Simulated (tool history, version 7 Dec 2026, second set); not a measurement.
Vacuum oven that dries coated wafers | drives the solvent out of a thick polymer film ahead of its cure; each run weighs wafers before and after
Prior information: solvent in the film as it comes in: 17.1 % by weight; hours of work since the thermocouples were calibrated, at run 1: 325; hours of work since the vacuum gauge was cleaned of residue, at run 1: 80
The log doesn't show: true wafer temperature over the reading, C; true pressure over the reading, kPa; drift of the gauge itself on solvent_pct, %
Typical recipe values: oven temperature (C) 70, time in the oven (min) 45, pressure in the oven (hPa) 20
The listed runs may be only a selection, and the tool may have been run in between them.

run   hour  oven temperature (C)  time in the oven (min)  pressure in the oven (hPa)  hours of work since the thermocouples were calibrated  hours of work since the vacuum gauge was cleaned of residue  solvent left in the film (%)
  1      0                    70                      45                          20                                                    325                                                           80                          3.72
  2     21                    70                      37                          20                                                    340                                                           95                          4.47
  3   38.9                    70                      37                          20                                                    353                                                          108                          4.41
  4   61.3                    70                      45                        60.5                                                    370                                                          125                          5.31
  5     81                    70                      45                        60.5                                                    385                                                          139                          5.29
  6  102.3                    70                      45                        60.5                                                    400                                                          155                          5.28
  7  123.4                    70                      45                        60.5                                                    416                                                          171                          5.21
  8  137.7                    70                      45                        71.2                                                    426                                                          181                          5.69
  9  160.2                    70                      45                        14.7                                                    443                                                          198                          3.38
 10  173.4                    70                      30                        14.7                                                    453                                                          208                          5.44
 11  188.5                    70                      30                        14.7                                                    464                                                          219                          5.27
 12  208.2                    70                      45                        36.9                                                    478                                                          233                          4.33
 13  231.9                    70                      29                          20                                                    496                                                          251                          5.65
 14  253.4                    70                      53                          20                                                    512                                                          267                          2.91
 15  267.6                    70                      53                          20                                                    522                                                          277                          3.01
 16  292.4                    70                      45                          20                                                    541                                                          296                          3.68
 17  317.5                    70                      45                          20                                                    559                                                          314                          3.56
 18  333.2                    70                      45                          20                                                    571                                                          326                          3.67
 19  357.4                    70                      45                        79.4                                                    589                                                          344                          6.05
 20  380.5                    70                      45                          20                                                    606                                                          361                          3.66
 21    400                    70                      45                          20                                                    620                                                          375                          3.59
 22  421.8                    70                      45                          20                                                    636                                                          391                          3.62
 23  442.9                    70                      45                          20                                                    652                                                          407                          3.66
 24  454.2                    70                      45                          20                                                    660                                                          415                           3.7
 25  478.8                    70                      45                          20                                                    678                                                          433                           3.6
 26  492.2                    70                      45                          20                                                    688                                                          443                          3.64
 27  506.2                    83                      80                          20                                                    699                                                          453                          0.63
 28  533.2                    67                      67                        46.7                                                    719                                                          473                          4.06
 29  552.6                    60                      60                        57.8                                                    733                                                          488                          6.99
 30  571.4                    60                      60                        57.8                                                    747                                                          502                          7.06
 31  589.8                    57                      54                        39.5                                                    760                                                          515                          7.43
 32  611.9                    81                      45                          26                                                    777                                                          531                          1.87
 33  629.3                    77                      45                        60.7                                                    789                                                          544                          3.62
 34  643.5                    81                      52                          20                                                    800                                                          555                          1.17
 35  664.8                    81                      52                          20                                                    816                                                          571                          1.29
 36  685.8                    81                      52                          20                                                    831                                                          586                          1.34
 37  710.9                    81                      52                          20                                                    850                                                          605                          1.32
     727.6  -- oven's thermocouples calibrated
 38  732.8                    60                      52                          20                                                      4                                                          619                          5.36
 39  745.8                    60                      52                          20                                                     13                                                          629                          5.54
 40  763.4                    60                      52                          20                                                     26                                                          642                          5.48
 41  785.2                    60                      52                          20                                                     43                                                          658                          5.39
 42  803.1                    62                      52                        29.1                                                     56                                                          671                          5.42
 43    825                    62                      52                        29.1                                                     72                                                          687                          5.53
 44  846.5                    62                      52                        29.1                                                     88                                                          703                          5.44
 45  870.4                    81                      27                        71.9                                                    105                                                          721                          4.74
 46  892.1                    71                      45                        11.4                                                    121                                                          737                          3.16
 47  914.4                    73                      49                          20                                                    138                                                          753                          2.72

Each row is a separate what-if for the run after 47, all from the same tool condition, not one after another. Results?
  A  934.9                    70                      23                        11.2                                                    153                                                          769                             ?
  B  934.9                    60                      28                        14.1                                                    153                                                          769                             ?
  C  934.9                    73                      27                          20                                                    153                                                          769                             ?

run  solvent left in the film (%)
  A                          6.59
  B                          7.97
  C                          5.18
Had the tool no hidden state, the same runs would have come out as:
run  solvent left in the film (%)
  A                          6.58
  B                          7.96
  C                          5.17
